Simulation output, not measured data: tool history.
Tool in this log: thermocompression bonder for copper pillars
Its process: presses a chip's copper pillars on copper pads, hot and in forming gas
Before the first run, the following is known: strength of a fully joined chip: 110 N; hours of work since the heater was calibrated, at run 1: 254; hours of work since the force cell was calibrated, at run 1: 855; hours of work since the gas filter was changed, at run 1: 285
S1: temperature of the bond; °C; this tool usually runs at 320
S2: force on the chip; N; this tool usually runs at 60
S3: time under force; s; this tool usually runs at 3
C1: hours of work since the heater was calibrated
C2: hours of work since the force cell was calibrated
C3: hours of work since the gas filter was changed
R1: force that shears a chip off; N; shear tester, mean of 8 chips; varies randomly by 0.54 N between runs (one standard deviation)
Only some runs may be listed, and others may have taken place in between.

Run 1, day 0: usual settings; C1 254; C2 855; C3 285. Result: R1 64.2 N.
Run 2, day 0.262: usual settings; C1 259; C2 860; C3 290. Result: R1 63.8 N.
Run 3, day 0.596: usual settings; C1 265; C2 866; C3 296. Result: R1 63.8 N.
Run 4, day 1.038: usual settings but S1 323 °C; C1 274; C2 874; C3 304. Result: R1 65.6 N.
Run 5, day 1.379: usual settings but S1 323 °C; C1 280; C2 881; C3 311. Result: R1 66.2 N.
Run 6, day 1.729: usual settings but S1 323 °C; C1 287; C2 887; C3 317. Result: R1 66.3 N.
Run 7, day 2.117: usual settings; C1 294; C2 895; C3 324. Result: R1 63.6 N.
Run 8, day 2.488: usual settings; C1 301; C2 901; C3 331. Result: R1 63.4 N.
Run 9, day 2.679: usual settings; C1 304; C2 905; C3 335. Result: R1 63.3 N.
Run 10, day 3.004: usual settings but S3 9 s; C1 310; C2 911; C3 341. Result: R1 82.6 N.
At day 3.35: forming gas filter changed.
Run 11, day 3.35: usual settings; C1 316; C2 917; C3 0. Result: R1 68.3 N.
Run 12, day 3.758: usual settings but S1 349 °C; C1 324; C2 925; C3 8. Result: R1 88.4 N.
Run 13, day 4.083: usual settings but S1 349 °C; C1 330; C2 931; C3 14. Result: R1 87.4 N.
Run 14, day 4.417: usual settings but S3 8 s; C1 336; C2 937; C3 20. Result: R1 88.6 N.
Run 15, day 4.712: usual settings but S3 8 s; C1 342; C2 943; C3 25. Result: R1 87.9 N.
Run 16, day 5.108: usual settings but S2 49 N, S3 8 s; C1 349; C2 950; C3 33. Result: R1 80.2 N.
Run 17, day 5.367: usual settings but S1 316 °C; C1 354; C2 955; C3 38. Result: R1 65.6 N.
Run 18, day 5.762: usual settings; C1 361; C2 962; C3 45. Result: R1 68.5 N.
Run 19, day 6.158: usual settings but S1 314 °C; C1 369; C2 970; C3 52. Result: R1 64.1 N.
Run 20, day 6.5: usual settings but S1 314 °C; C1 375; C2 976; C3 59. Result: R1 64.2 N.
Run 21, day 6.767: usual settings but S1 314 °C; C1 380; C2 981; C3 64. Result: R1 62.9 N.
Run 22, day 7.042: usual settings but S1 319 °C, S3 6 s; C1 385; C2 986; C3 69. Result: R1 81.3 N.
Run 23, day 7.4: usual settings but S1 310 °C, S3 6 s; C1 392; C2 993; C3 76. Result: R1 74.7 N.

Run 24 has not been measured yet. What should we expect?
Run 24, day 7.658: usual settings but S1 313 °C, S2 52 N, S3 7 s; C1 397; C2 998; C3 80. Result: R1 ?.

R1: 74.2 N
The same run, on a tool lacking any hidden state, would have yielded R1 75 N.

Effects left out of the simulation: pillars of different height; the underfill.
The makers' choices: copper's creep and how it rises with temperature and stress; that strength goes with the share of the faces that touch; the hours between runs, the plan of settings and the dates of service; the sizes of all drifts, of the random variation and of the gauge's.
